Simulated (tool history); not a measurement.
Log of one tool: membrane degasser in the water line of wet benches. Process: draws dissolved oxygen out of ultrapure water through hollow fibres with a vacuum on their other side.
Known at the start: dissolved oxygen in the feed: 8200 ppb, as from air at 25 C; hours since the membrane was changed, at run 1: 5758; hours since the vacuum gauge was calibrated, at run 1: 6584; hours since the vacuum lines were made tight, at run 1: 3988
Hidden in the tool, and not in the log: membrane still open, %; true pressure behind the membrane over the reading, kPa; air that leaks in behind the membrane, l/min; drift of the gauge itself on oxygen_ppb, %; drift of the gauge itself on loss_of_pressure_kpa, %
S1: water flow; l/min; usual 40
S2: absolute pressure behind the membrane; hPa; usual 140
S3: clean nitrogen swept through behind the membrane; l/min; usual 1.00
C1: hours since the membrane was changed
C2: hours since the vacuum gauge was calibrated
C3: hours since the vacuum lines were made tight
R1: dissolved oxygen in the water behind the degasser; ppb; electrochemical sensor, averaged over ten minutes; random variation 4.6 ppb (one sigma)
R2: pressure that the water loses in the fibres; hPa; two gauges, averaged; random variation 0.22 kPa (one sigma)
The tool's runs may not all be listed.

run    hour  S1   S2    S3     C1    C2    C3      R1     R2
  1     0.0  40  140  1.00   5758  6584  3988   805.1  515.2
  2   201.9  40  140  1.00   5960  6786  4190   801.5  517.5
  3   357.3  40  140  1.00   6115  6941  4345   806.0  520.2
  4   495.4  40  140  1.00   6253  7079  4483   809.7  522.2
      598.3  -- vacuum gauge calibrated
  5   688.4  40  140  0.63   6446    90  4676  1112.4  522.5
  6   810.6  40  140  0.63   6568   212  4798  1119.2  521.7
  7   948.0  35  140  1.00   6706   350  4935   725.5  455.2
  8  1115.5  35  140  1.00   6873   517  5103   727.8  456.6
  9  1301.8  40  262  1.00   7059   703  5289  1566.1  520.0
 10  1470.9  40  262  1.00   7229   873  5458  1578.6  518.1
     1610.7  -- seals of the vacuum lines changed
 11  1677.8  47  262  1.00   7433  1077    67  1754.5  616.6
 12  1875.0  40  140  1.00   7631  1275   264   801.9  522.5
 13  1959.0  40  140  1.00   7715  1359   348   797.6  523.3
 14  2124.3  40  140  1.00   7880  1524   514   814.3  519.5
 15  2257.1  45  140  1.00   8013  1657   646   886.9  586.2
 16  2407.5  40  151  1.00   8163  1807   797   879.7  525.3
 17  2566.4  35  140  1.22   8322  1966   956   624.2  456.7
 18  2691.6  57  128  1.00   8447  2091  1081   945.7  742.8
 19  2888.4  57  128  1.00   8644  2288  1278   960.0  745.4
 20  3028.0  41  140  0.77   8784  2428  1417   995.9  535.6
 21  3207.8  58  203  0.76   8963  2607  1597  1880.0  754.8
 22  3310.2  58  138  0.76   9066  2710  1699  1269.6  755.2
 23  3438.8  33  136  1.50   9194  2838  1828   490.5  429.3
 24  3544.4  31   86  1.29   9300  2944  1934   279.4  401.7
 25  3738.2  28  153  1.00   9494  3138  2127   685.4  365.7
 26  3865.5  57  160  0.52   9621  3265  2255  1808.0  736.5
 27  4065.6  35  320  1.00   9821  3465  2455  1742.3  455.8
 28  4168.1  38  103  0.44   9924  3568  2557   936.6  497.1
 29  4332.7  38  103  0.44  10088  3732  2722   942.0  497.8
 30  4461.2  33  232  2.17  10217  3861  2850   663.7  429.5
 31  4647.7  33  232  2.17  10403  4047  3037   663.2  430.0
 32  4789.1  33  232  2.17  10545  4189  3178   660.4  430.1

3 ways to go on from here, each from the tool as it stands after run 32. What would each give?
  A  4876.6  46  140  1.86  10632  4276  3266   ?   ?
  B  4876.6  51  105  2.17  10632  4276  3266   ?   ?
  C  4876.6  45  105  0.51  10632  4276  3266   ?   ?

run     R1     R2
  A  565.3  600.2
  B  379.9  666.0
  C  991.6  584.5
Without the tool's hidden state the same runs would have given:
run     R1     R2
  A  551.5  599.3
  B  370.5  665.0
  C  967.3  583.6
